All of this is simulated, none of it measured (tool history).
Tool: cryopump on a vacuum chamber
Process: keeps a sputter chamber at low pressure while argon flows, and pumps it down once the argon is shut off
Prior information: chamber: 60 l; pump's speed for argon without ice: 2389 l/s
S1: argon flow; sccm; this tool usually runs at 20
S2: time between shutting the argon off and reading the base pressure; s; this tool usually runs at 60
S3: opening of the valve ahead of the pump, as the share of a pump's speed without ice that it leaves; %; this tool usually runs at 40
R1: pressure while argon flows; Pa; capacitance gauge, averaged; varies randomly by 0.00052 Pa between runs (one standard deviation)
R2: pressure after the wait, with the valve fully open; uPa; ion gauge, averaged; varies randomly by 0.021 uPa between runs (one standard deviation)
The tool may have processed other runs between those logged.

run	hour	S1	S2	S3	R1	R2
1	0.0	20	60	40	0.0363	1.10
2	57.0	20	29	40	0.0369	1.46
3	159.2	20	60	40	0.0371	1.13
4	242.6	20	60	52	0.0283	1.15
5	311.4	20	60	52	0.0295	1.22
6	388.2	20	60	52	0.0295	1.24
7	459.2	20	43	40	0.0379	1.39
8	526.2	20	43	40	0.0370	1.42
9	613.1	20	60	40	0.0379	1.33
10	670.3	20	60	16	0.0918	1.32
11	737.8	8	60	16	0.0367	1.34
12	800.9	8	60	16	0.0368	1.37
13	892.6	8	60	57	0.0114	1.39
14	943.0	20	60	18	0.0827	1.45
15	1021.6	20	60	18	0.0813	1.47
16	1119.6	20	60	18	0.0827	1.52
17	1194.1	20	60	18	0.0833	1.57
18	1271.1	20	60	18	0.0830	1.54
19	1345.7	10	31	18	0.0416	1.91
20	1417.9	16	24	31	0.0404	2.13
21	1476.5	16	24	31	0.0409	2.11
22	1520.6	10	28	49	0.0177	2.07
# hour 1583.3: pump warmed up, emptied and cooled again
23	1622.2	10	28	49	0.0140	1.74
24	1681.7	10	28	49	0.0146	1.78
25	1723.8	20	48	49	0.0302	1.47
26	1799.7	8	75	20	0.0283	1.31
27	1841.6	23	75	20	0.0820	1.46
28	1926.6	15	75	33	0.0328	1.38
29	2028.6	15	75	33	0.0331	1.42
30	2113.3	15	75	33	0.0334	1.51
31	2154.7	15	75	33	0.0327	1.49
32	2212.6	15	75	33	0.0328	1.49

Alternative continuations, all from the tool just after run 32; predict every row:
A	2259.3	17	207	40	?	?
B	2259.3	39	22	52	?	?
C	2259.3	20	46	22	?	?
D	2259.3	35	159	60	?	?
E	2259.3	17	75	17	?	?

run	R1	R2
A	0.0307	1.39
B	0.0565	2.17
C	0.0647	1.68
D	0.0443	1.36
E	0.0727	1.55
Without the tool's unlogged condition, the same runs would have read:
run	R1	R2
A	0.0294	0.24
B	0.0533	1.02
C	0.0631	0.55
D	0.0415	0.21
E	0.0714	0.39
